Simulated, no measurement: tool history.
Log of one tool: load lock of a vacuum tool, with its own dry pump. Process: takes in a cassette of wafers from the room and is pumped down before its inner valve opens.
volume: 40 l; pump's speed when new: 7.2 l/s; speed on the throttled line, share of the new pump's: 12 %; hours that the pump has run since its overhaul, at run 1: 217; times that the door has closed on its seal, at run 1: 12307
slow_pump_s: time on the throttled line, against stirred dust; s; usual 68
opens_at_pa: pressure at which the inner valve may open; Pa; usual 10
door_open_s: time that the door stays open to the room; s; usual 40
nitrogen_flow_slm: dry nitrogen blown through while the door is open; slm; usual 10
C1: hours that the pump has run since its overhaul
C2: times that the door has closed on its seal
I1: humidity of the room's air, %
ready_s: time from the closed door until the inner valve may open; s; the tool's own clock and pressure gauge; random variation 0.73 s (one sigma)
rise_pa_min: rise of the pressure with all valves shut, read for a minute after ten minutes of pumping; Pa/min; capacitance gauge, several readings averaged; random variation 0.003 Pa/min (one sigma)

run 1 hour=0 | slow_pump_s=68 opens_at_pa=10 door_open_s=40 nitrogen_flow_slm=10 | C1=217 C2=12307 | I1=46.2 | ready_s=112 rise_pa_min=0.081
run 2 hour=48.3 | slow_pump_s=68 opens_at_pa=10 door_open_s=186 nitrogen_flow_slm=10 | C1=265 C2=12447 | I1=45.4 | ready_s=111.4 rise_pa_min=0.101
run 3 hour=112.3 | slow_pump_s=68 opens_at_pa=10 door_open_s=40 nitrogen_flow_slm=33 | C1=329 C2=12634 | I1=44.1 | ready_s=112.7 rise_pa_min=0.074
run 4 hour=170.9 | slow_pump_s=68 opens_at_pa=10 door_open_s=40 nitrogen_flow_slm=33 | C1=388 C2=12805 | I1=46.3 | ready_s=111.7 rise_pa_min=0.073
run 5 hour=216.3 | slow_pump_s=68 opens_at_pa=10 door_open_s=40 nitrogen_flow_slm=33 | C1=433 C2=12937 | I1=46.5 | ready_s=111.9 rise_pa_min=0.077
run 6 hour=280.9 | slow_pump_s=68 opens_at_pa=10 door_open_s=40 nitrogen_flow_slm=33 | C1=498 C2=13125 | I1=44.9 | ready_s=111.4 rise_pa_min=0.08
run 7 hour=361.4 | slow_pump_s=68 opens_at_pa=10 door_open_s=40 nitrogen_flow_slm=10 | C1=578 C2=13359 | I1=44.6 | ready_s=111 rise_pa_min=0.091
run 8 hour=416 | slow_pump_s=68 opens_at_pa=13 door_open_s=40 nitrogen_flow_slm=10 | C1=633 C2=13518 | I1=44.8 | ready_s=110 rise_pa_min=0.086
run 9 hour=453.7 | slow_pump_s=68 opens_at_pa=13 door_open_s=40 nitrogen_flow_slm=10 | C1=671 C2=13628 | I1=43.7 | ready_s=111 rise_pa_min=0.091
run 10 hour=527.6 | slow_pump_s=68 opens_at_pa=10 door_open_s=219 nitrogen_flow_slm=10 | C1=744 C2=13843 | I1=44.1 | ready_s=111.4 rise_pa_min=0.112
run 11 hour=618 | slow_pump_s=68 opens_at_pa=10 door_open_s=54 nitrogen_flow_slm=10 | C1=835 C2=14107 | I1=45.5 | ready_s=111.6 rise_pa_min=0.104
run 12 hour=679.8 | slow_pump_s=68 opens_at_pa=10 door_open_s=40 nitrogen_flow_slm=10 | C1=897 C2=14287 | I1=44.6 | ready_s=111.4 rise_pa_min=0.094
run 13 hour=756.4 | slow_pump_s=113 opens_at_pa=10 door_open_s=40 nitrogen_flow_slm=10 | C1=973 C2=14510 | I1=44.6 | ready_s=151 rise_pa_min=0.098
run 14 hour=814.4 | slow_pump_s=113 opens_at_pa=12 door_open_s=40 nitrogen_flow_slm=10 | C1=1031 C2=14679 | I1=45.7 | ready_s=149.7 rise_pa_min=0.098
run 15 hour=893.6 | slow_pump_s=113 opens_at_pa=12 door_open_s=40 nitrogen_flow_slm=10 | C1=1111 C2=14910 | I1=47.9 | ready_s=149.8 rise_pa_min=0.099
run 16 hour=950.2 | slow_pump_s=129 opens_at_pa=17 door_open_s=40 nitrogen_flow_slm=10 | C1=1167 C2=15074 | I1=44.8 | ready_s=163.5 rise_pa_min=0.101
run 17 hour=1013.2 | slow_pump_s=39 opens_at_pa=10 door_open_s=40 nitrogen_flow_slm=20 | C1=1230 C2=15258 | I1=44.3 | ready_s=86.6 rise_pa_min=0.096
run 18 hour=1053.1 | slow_pump_s=36 opens_at_pa=9 door_open_s=35 nitrogen_flow_slm=41 | C1=1270 C2=15374 | I1=48.2 | ready_s=84.5 rise_pa_min=0.089
run 19 hour=1119.3 | slow_pump_s=36 opens_at_pa=9 door_open_s=35 nitrogen_flow_slm=41 | C1=1336 C2=15567 | I1=46 | ready_s=84.7 rise_pa_min=0.088
run 20 hour=1172.8 | slow_pump_s=81 opens_at_pa=20 door_open_s=178 nitrogen_flow_slm=37 | C1=1390 C2=15722 | I1=43.9 | ready_s=119.4 rise_pa_min=0.099
run 21 hour=1245.3 | slow_pump_s=81 opens_at_pa=20 door_open_s=178 nitrogen_flow_slm=37 | C1=1462 C2=15934 | I1=43.1 | ready_s=120.6 rise_pa_min=0.104
run 22 hour=1296 | slow_pump_s=81 opens_at_pa=20 door_open_s=178 nitrogen_flow_slm=37 | C1=1513 C2=16081 | I1=46.1 | ready_s=119.4 rise_pa_min=0.11
run 23 hour=1379.4 | slow_pump_s=81 opens_at_pa=20 door_open_s=47 nitrogen_flow_slm=37 | C1=1596 C2=16324 | I1=44.1 | ready_s=118.2 rise_pa_min=0.102
run 24 hour=1430.9 | slow_pump_s=81 opens_at_pa=17 door_open_s=90 nitrogen_flow_slm=37 | C1=1648 C2=16474 | I1=46.8 | ready_s=121.7 rise_pa_min=0.109
run 25 hour=1474.4 | slow_pump_s=69 opens_at_pa=10 door_open_s=108 nitrogen_flow_slm=10 | C1=1691 C2=16601 | I1=48.6 | ready_s=114.4 rise_pa_min=0.126
run 26 hour=1550.8 | slow_pump_s=69 opens_at_pa=10 door_open_s=108 nitrogen_flow_slm=37 | C1=1768 C2=16824 | I1=44 | ready_s=113 rise_pa_min=0.105
run 27 hour=1640.7 | slow_pump_s=68 opens_at_pa=10 door_open_s=116 nitrogen_flow_slm=10 | C1=1858 C2=17086 | I1=46.3 | ready_s=111.8 rise_pa_min=0.128
run 28 hour=1679.2 | slow_pump_s=57 opens_at_pa=10 door_open_s=40 nitrogen_flow_slm=10 | C1=1896 C2=17197 | I1=45.2 | ready_s=102.4 rise_pa_min=0.109
run 29 hour=1759.8 | slow_pump_s=57 opens_at_pa=10 door_open_s=40 nitrogen_flow_slm=10 | C1=1977 C2=17432 | I1=43.7 | ready_s=103.2 rise_pa_min=0.115

Forecast each of these 3 alternatives for the next run:
run A hour=1815.5 | slow_pump_s=36 opens_at_pa=10 door_open_s=40 nitrogen_flow_slm=10 | C1=2032 C2=17595 | I1=44.1 | ready_s=? rise_pa_min=?
run B hour=1815.5 | slow_pump_s=68 opens_at_pa=10 door_open_s=40 nitrogen_flow_slm=30 | C1=2032 C2=17595 | I1=45.3 | ready_s=? rise_pa_min=?
run C hour=1815.5 | slow_pump_s=57 opens_at_pa=10 door_open_s=40 nitrogen_flow_slm=12 | C1=2032 C2=17595 | I1=44.4 | ready_s=? rise_pa_min=?

run=A ready_s=84.4 rise_pa_min=0.122
run=B ready_s=113 rise_pa_min=0.108
run=C ready_s=102 rise_pa_min=0.118
Without the tool's hidden state the same runs would have given:
run=A ready_s=83.3 rise_pa_min=0.03
run=B ready_s=112 rise_pa_min=0.018
run=C ready_s=100.9 rise_pa_min=0.027
